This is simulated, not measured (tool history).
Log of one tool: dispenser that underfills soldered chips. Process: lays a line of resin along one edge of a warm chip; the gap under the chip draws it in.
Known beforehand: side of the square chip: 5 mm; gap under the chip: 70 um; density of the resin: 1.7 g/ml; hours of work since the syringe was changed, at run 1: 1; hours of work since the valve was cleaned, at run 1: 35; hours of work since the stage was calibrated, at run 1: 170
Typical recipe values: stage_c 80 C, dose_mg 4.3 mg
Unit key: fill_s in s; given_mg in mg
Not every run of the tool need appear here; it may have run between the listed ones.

| run | hour | stage_c | dose_mg | hours of work since the syringe was changed | hours of work since the valve was cleaned | hours of work since the stage was calibrated | fill_s | given_mg |
|---|---|---|---|---|---|---|---|---|
| 1 | 0 | 80 | 4.3 | 1 | 35 | 170 | 6.9 | 4.26 |
| 2 | 5 | 80 | 4.3 | 5 | 38 | 174 | 8 | 4.22 |
| 3 | 10 | 80 | 4.03 | 9 | 42 | 177 | 9.2 | 3.94 |
|  | 11.5 | new syringe of resin |
| 4 | 14.3 | 80 | 5.56 | 2 | 45 | 181 | 7 | 5.48 |
| 5 | 18.6 | 80 | 5.56 | 5 | 48 | 184 | 7.6 | 5.45 |
| 6 | 23.2 | 80 | 5.56 | 9 | 52 | 187 | 9.4 | 5.47 |
|  | 24.6 | new syringe of resin |
| 7 | 27.1 | 80 | 5.56 | 2 | 54 | 190 | 6.2 | 5.35 |
| 8 | 32.2 | 80 | 5.56 | 6 | 58 | 194 | 7.5 | 5.39 |
|  | 37.8 | new syringe of resin |
| 9 | 39.7 | 80 | 5.56 | 1 | 64 | 199 | 6.6 | 5.4 |
| 10 | 44.5 | 80 | 5.56 | 5 | 67 | 203 | 8.2 | 5.4 |
|  | 50.9 | new syringe of resin |
| 11 | 51.7 | 80 | 5.56 | 1 | 72 | 208 | 6.7 | 5.42 |
| 12 | 58.6 | 80 | 5.56 | 6 | 78 | 213 | 7.8 | 5.33 |
|  | 64.2 | new syringe of resin |
| 13 | 64.4 | 81 | 4.94 | 0 | 82 | 217 | 6.2 | 4.69 |
| 14 | 69.3 | 78 | 3.94 | 4 | 85 | 221 | 8.1 | 3.79 |
| 15 | 76.6 | 71 | 3.84 | 9 | 91 | 226 | 13.2 | 3.59 |
|  | 77.2 | new syringe of resin |
| 16 | 84.2 | 78 | 3.84 | 5 | 96 | 232 | 8.6 | 3.67 |
| 17 | 88.5 | 78 | 3.84 | 8 | 100 | 235 | 10.1 | 3.71 |
|  | 90.6 | new syringe of resin |
| 18 | 94.1 | 88 | 5.2 | 3 | 103 | 239 | 4.8 | 4.98 |
| 19 | 97.8 | 92 | 5.06 | 5 | 106 | 242 | 5.5 | 4.78 |

Consider 3 possible next runs. They are alternatives, not a sequence: every one starts from the tool as it was left by run 19. What does each give?
| A | 101.3 | 80 | 4.19 | 8 | 109 | 244 | ? | ? |
| B | 101.3 | 78 | 4.87 | 8 | 109 | 244 | ? | ? |
| C | 101.3 | 73 | 5.06 | 8 | 109 | 244 | ? | ? |

| run | fill_s | given_mg |
|---|---|---|
| A | 8.7 | 3.9 |
| B | 9.3 | 4.57 |
| C | 10.5 | 4.87 |
Stripped of hidden state, with their random variation kept, the same runs would have yielded:
| run | fill_s | given_mg |
|---|---|---|
| A | 5.7 | 4.13 |
| B | 6.1 | 4.84 |
| C | 6.8 | 5.15 |
